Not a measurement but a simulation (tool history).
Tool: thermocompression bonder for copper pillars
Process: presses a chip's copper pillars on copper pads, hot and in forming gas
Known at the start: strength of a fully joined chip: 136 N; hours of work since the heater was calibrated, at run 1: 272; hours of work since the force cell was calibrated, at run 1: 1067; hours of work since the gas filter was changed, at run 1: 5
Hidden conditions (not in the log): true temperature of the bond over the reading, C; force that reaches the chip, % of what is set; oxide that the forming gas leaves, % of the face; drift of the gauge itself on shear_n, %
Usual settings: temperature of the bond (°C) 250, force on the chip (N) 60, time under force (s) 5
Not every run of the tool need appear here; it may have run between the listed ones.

run,hour,temperature of the bond (°C),force on the chip (N),time under force (s),hours of work since the heater was calibrated,hours of work since the force cell was calibrated,hours of work since the gas filter was changed,force that shears a chip off (N)
1,0.0,250,60,5,272,1067,5,77.2
2,49.8,250,60,5,310,1106,43,76.3
3,138.6,250,57,5,379,1175,112,74.0
4,211.6,250,57,5,436,1232,169,70.3
5,284.7,250,60,5,493,1289,226,71.5
6,323.1,263,60,5,523,1319,256,85.6
# hour 343.4: forming gas filter changed
7,380.6,262,60,5,567,1363,29,89.6
8,421.3,262,60,5,599,1394,61,86.6
9,484.5,262,60,5,648,1444,110,86.5
10,560.9,262,60,5,707,1503,169,83.7
11,629.2,262,60,5,760,1556,222,82.0
# hour 651.8: force cell calibrated
# hour 662.5: heater calibrated with a thermocouple chip
# hour 693.2: forming gas filter changed
12,696.3,276,60,5,26,33,2,105.7
13,780.1,276,54,6,91,98,67,103.3
14,834.8,248,41,11,133,140,110,77.0

Expected results for the next run?
15,875.0,242,67,11,165,171,141,?

Run 15 yielded force that shears a chip off (N) 89.3.
On a tool with no hidden condition, and with the same random variation, this run would have come out at force that shears a chip off (N) 92.4.
